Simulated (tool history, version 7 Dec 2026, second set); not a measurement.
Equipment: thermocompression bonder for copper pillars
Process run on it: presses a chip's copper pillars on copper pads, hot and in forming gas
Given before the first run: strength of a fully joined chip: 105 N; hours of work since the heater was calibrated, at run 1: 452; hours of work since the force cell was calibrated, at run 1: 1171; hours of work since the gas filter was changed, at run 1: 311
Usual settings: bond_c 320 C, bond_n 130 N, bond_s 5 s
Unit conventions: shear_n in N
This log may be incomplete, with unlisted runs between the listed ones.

run,hour,bond_c,bond_n,bond_s,hours of work since the heater was calibrated,hours of work since the force cell was calibrated,hours of work since the gas filter was changed,shear_n
1,0,320,130,5,452,1171,311,72.8
2,32.6,320,130,5,472,1191,331,72.8
3,67.1,320,130,5,493,1211,351,72.3
# hour 99.6: heater calibrated with a thermocouple chip
# hour 107.7: forming gas filter changed
4,115,320,130,5,9,1239,4,76.7
5,160.5,320,130,5,36,1266,32,77.2
6,211.9,320,130,5,67,1297,63,76.5
7,268.3,320,130,5,101,1331,97,76.9
8,315.9,320,130,5,130,1360,125,75.8
9,373.3,320,130,5,164,1394,160,75.4
10,410.7,320,130,5,187,1417,183,74.6
# hour 437.3: force cell calibrated
11,447.7,320,130,5,208,6,204,71.9
12,487.8,320,130,5,233,30,228,71.5
13,515.9,320,103,5,249,47,245,59
14,564.4,320,130,4,279,77,274,66.8
15,632.1,328,130,5,319,117,315,74.4
16,694.5,349,130,5,357,155,353,81.8
# hour 729.8: forming gas filter changed
17,751,349,130,5,391,189,13,89.3
18,792.2,349,130,5,416,213,38,89
19,845.6,304,102,5,448,246,70,55.3
20,890.3,320,190,4,475,273,97,89
# hour 952.1: heater calibrated with a thermocouple chip
21,958,316,162,4,4,312,136,77.8
22,1007.6,316,162,4,33,342,166,77.7
23,1037.7,314,130,9,52,360,184,79.4
24,1088.5,300,91,9,82,391,215,54.2
25,1140.3,300,91,9,113,422,246,55.2
26,1181.3,320,100,10,138,447,271,71.6
27,1209,318,83,9,155,463,287,59.2
28,1247.7,318,83,9,178,487,311,59
29,1310.8,324,94,5,216,525,349,57
# hour 1355.6: forming gas filter changed
30,1379.3,320,103,5,257,566,14,65.3
31,1432.3,299,90,5,289,598,46,47
32,1484,337,170,5,320,629,77,94.5
33,1524.7,317,182,5,345,653,102,89.6

What differs in the tool's unlogged condition from the final listed run ahead of each entry between runs to the first listed run following it?
In the gap between runs 3 and 4: heater calibrated with a thermocouple chip (hour 99.6); forming gas filter changed (hour 107.7)
  true temperature of the bond over the reading, C: 4 -> -0.4; force that reaches the chip, % of what is set: 106.8 -> 107; oxide that the forming gas leaves, % of the face: 9.09 -> 0.62
  difference, measured minus the result without the unlogged condition, shear_n: -1.5 -> +3.1 N
In the gap between runs 10 and 11: force cell calibrated (hour 437.3)
  true temperature of the bond over the reading, C: 1.5 -> 1.8; force that reaches the chip, % of what is set: 107.9 -> 100.3; oxide that the forming gas leaves, % of the face: 4.9 -> 5.35
  difference, measured minus the result without the unlogged condition, shear_n: +1.1 -> -2.6 N
In the gap between runs 16 and 17: forming gas filter changed (hour 729.8)
  true temperature of the bond over the reading, C: 3.4 -> 3.8; force that reaches the chip, % of what is set: 101.1 -> 101.2; oxide that the forming gas leaves, % of the face: 8.99 -> 0.83
  difference, measured minus the result without the unlogged condition, shear_n: -5.8 -> +1.7 N
In the gap between runs 20 and 21: heater calibrated with a thermocouple chip (hour 952.1)
  true temperature of the bond over the reading, C: 4.7 -> 0.2; force that reaches the chip, % of what is set: 101.7 -> 101.9; oxide that the forming gas leaves, % of the face: 2.85 -> 3.75
  difference, measured minus the result without the unlogged condition, shear_n: +0.4 -> -1.5 N
In the gap between runs 29 and 30: forming gas filter changed (hour 1355.6)
  true temperature of the bond over the reading, C: 2.5 -> 3; force that reaches the chip, % of what is set: 103 -> 103.3; oxide that the forming gas leaves, % of the face: 8.74 -> 0.86
  difference, measured minus the result without the unlogged condition, shear_n: -2.3 -> +3 N
